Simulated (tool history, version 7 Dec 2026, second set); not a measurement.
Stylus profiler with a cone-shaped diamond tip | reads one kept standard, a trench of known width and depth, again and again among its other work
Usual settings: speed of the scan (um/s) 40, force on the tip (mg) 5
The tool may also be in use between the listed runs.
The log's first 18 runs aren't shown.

run,hour,speed of the scan (um/s),force on the tip (mg),depth of the trench (angstrom),width of the trench's floor (µm)
19,1039.2,49,5,5138.6,95.33
# hour 1051.9: new tip fitted, height scale calibrated
20,1092.8,49,5,5137.8,96.76
21,1141.4,29,9.12,5206.3,96.83
22,1214.4,40,10.08,5217,96.66
23,1289.5,89,12.34,5250.6,96.49
24,1322.8,40,2.37,5080,96.39
25,1380.4,13,5.65,5146.7,96.56
26,1439.9,15,6.89,5168.1,96.38
27,1505.9,69,3.26,5100.5,96.15

Run 28 comes next. What will it give?
28,1543.2,69,3.26,?,?

{"run 28": {"depth of the trench (angstrom)": 5100.1, "width of the trench's floor (µm)": 96.13}}
Without the tool's hidden state the same run would have given depth of the trench (angstrom) 5105.1, width of the trench's floor (µm) 96.76.

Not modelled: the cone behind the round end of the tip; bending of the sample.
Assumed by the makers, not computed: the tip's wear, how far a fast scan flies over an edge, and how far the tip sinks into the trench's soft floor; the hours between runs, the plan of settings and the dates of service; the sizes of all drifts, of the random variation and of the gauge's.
